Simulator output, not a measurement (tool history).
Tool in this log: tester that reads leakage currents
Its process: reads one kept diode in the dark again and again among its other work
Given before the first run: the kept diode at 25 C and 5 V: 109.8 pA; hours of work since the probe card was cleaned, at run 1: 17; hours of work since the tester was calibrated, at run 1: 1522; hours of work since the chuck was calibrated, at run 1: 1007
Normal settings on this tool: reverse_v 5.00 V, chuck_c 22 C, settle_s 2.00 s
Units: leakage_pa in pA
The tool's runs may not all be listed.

| run | day | reverse_v | chuck_c | settle_s | hours of work since the probe card was cleaned | hours of work since the tester was calibrated | hours of work since the chuck was calibrated | leakage_pa |
|---|---|---|---|---|---|---|---|---|
| 1 | 0.000 | 5.00 | 22 | 2.00 | 17 | 1522 | 1007 | 76.97 |
| 2 | 4.412 | 5.00 | 22 | 2.00 | 83 | 1587 | 1073 | 75.88 |
| 3 | 8.029 | 1.33 | 22 | 2.00 | 137 | 1641 | 1127 | 42.82 |
| 4 | 12.458 | 1.33 | 22 | 2.00 | 203 | 1707 | 1193 | 42.40 |
| 5 | 16.046 | 5.00 | 22 | 2.00 | 257 | 1761 | 1247 | 74.44 |
|  | 17.288 | chuck's temperature calibrated |
| 6 | 21.633 | 5.00 | 22 | 2.00 | 339 | 1843 | 65 | 88.68 |
| 7 | 25.362 | 5.00 | 22 | 2.00 | 394 | 1899 | 121 | 88.12 |
| 8 | 30.804 | 5.00 | 22 | 2.00 | 476 | 1980 | 202 | 87.83 |
| 9 | 33.629 | 5.00 | 22 | 2.00 | 518 | 2022 | 244 | 86.89 |
| 10 | 37.192 | 5.00 | 22 | 2.00 | 571 | 2075 | 297 | 86.49 |
| 11 | 40.200 | 5.00 | 22 | 2.00 | 616 | 2120 | 342 | 85.77 |
| 12 | 43.792 | 5.00 | 22 | 9.11 | 669 | 2174 | 395 | 85.12 |
| 13 | 49.212 | 5.00 | 22 | 9.11 | 750 | 2255 | 476 | 83.89 |
| 14 | 54.425 | 9.67 | 22 | 0.50 | 828 | 2332 | 554 | 115.32 |
| 15 | 58.446 | 10.73 | 22 | 0.66 | 888 | 2392 | 614 | 118.88 |
| 16 | 61.321 | 10.73 | 33 | 1.30 | 931 | 2435 | 657 | 254.34 |
| 17 | 63.562 | 3.03 | 33 | 6.31 | 964 | 2469 | 691 | 144.96 |
| 18 | 69.017 | 3.03 | 33 | 6.31 | 1046 | 2550 | 772 | 143.53 |
| 19 | 72.662 | 3.03 | 33 | 6.31 | 1100 | 2605 | 826 | 143.49 |
| 20 | 75.888 | 2.22 | 54 | 3.25 | 1148 | 2653 | 874 | 492.19 |
| 21 | 79.654 | 5.00 | 30 | 0.62 | 1204 | 2709 | 931 | 142.34 |
| 22 | 84.662 | 5.00 | 25 | 0.36 | 1279 | 2784 | 1005 | 100.28 |
| 23 | 87.758 | 5.00 | 25 | 0.36 | 1325 | 2830 | 1052 | 100.65 |
| 24 | 90.592 | 7.12 | 34 | 9.33 | 1368 | 2872 | 1094 | 214.79 |
| 25 | 94.654 | 7.12 | 26 | 9.33 | 1428 | 2933 | 1154 | 120.92 |

Below, each run's measurement less what the same run would have read without the hidden state. Both values contain the same run-to-run variation, but the gauge's scatter may not be the same in both:
Hidden state present: stray current of the dirty probe card, pA a volt; current scale over the true one, %; true chuck temperature over the reading, C; drift of the gauge itself on leakage_pa, %.
| run | leakage_pa |
|---|---|
| 1 | -11.70 |
| 2 | -12.39 |
| 3 | -7.48 |
| 4 | -7.84 |
| 5 | -14.12 |
| 6 | +0.20 |
| 7 | -0.40 |
| 8 | -1.33 |
| 9 | -1.74 |
| 10 | -2.27 |
| 11 | -2.82 |
| 12 | -3.42 |
| 13 | -4.29 |
| 14 | -6.05 |
| 15 | -6.97 |
| 16 | -18.43 |
| 17 | -12.16 |
| 18 | -13.70 |
| 19 | -14.78 |
| 20 | -49.72 |
| 21 | -16.32 |
| 22 | -12.21 |
| 23 | -12.86 |
| 24 | -29.31 |
| 25 | -17.18 |

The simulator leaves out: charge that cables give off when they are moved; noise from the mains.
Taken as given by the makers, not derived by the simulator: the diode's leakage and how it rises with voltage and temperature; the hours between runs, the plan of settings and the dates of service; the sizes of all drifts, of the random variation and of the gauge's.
